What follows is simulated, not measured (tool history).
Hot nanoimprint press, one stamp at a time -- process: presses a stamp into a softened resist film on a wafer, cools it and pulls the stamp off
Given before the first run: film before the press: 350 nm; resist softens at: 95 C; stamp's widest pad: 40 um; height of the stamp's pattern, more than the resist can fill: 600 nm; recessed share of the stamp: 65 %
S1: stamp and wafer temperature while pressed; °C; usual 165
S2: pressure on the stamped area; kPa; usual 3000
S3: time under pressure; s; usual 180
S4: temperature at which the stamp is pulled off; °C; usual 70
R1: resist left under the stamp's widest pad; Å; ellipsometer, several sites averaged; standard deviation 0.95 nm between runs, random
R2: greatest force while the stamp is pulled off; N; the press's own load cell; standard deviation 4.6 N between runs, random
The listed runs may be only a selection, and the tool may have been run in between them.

| run | day | S1 | S2 | S3 | S4 | R1 | R2 |
|---|---|---|---|---|---|---|---|
| 1 | 0 | 165 | 3000 | 180 | 70 | 1334 | 231 |
| 2 | 1.004 | 165 | 3000 | 180 | 70 | 1334 | 234 |
| 3 | 2.692 | 165 | 3000 | 180 | 70 | 1334 | 224 |
| 4 | 3.471 | 165 | 3000 | 180 | 70 | 1334 | 230 |
| 5 | 4.317 | 165 | 3000 | 180 | 70 | 1335 | 230 |
| 6 | 5.021 | 165 | 3000 | 180 | 70 | 1347 | 228 |
| 7 | 5.783 | 165 | 3000 | 180 | 70 | 1340 | 230 |
| 8 | 6.833 | 170 | 3000 | 180 | 75 | 1051 | 213 |
| 9 | 8.108 | 156 | 3000 | 180 | 70 | 2019 | 232 |
| 10 | 9.379 | 172 | 3000 | 180 | 70 | 957 | 228 |
| 11 | 10.671 | 172 | 3000 | 180 | 70 | 973 | 226 |
| 12 | 11.362 | 172 | 3000 | 180 | 59 | 961 | 257 |
| 13 | 12.538 | 165 | 3000 | 109 | 59 | 1644 | 264 |

The log once held 1 entry between its listed runs, left out of this copy. Where does each go, and what is different about the tool's unlogged condition between the listed run before it and the listed run after it?
Runs 2 to 3: press's hydraulic seals changed and the load cell set to zero (day 2.3)
  pressure that arrives at the usual setting, %: 99.87 -> 100; grip of the stamp's worn release coat, % over a new coat's: 0.1 -> 0.3
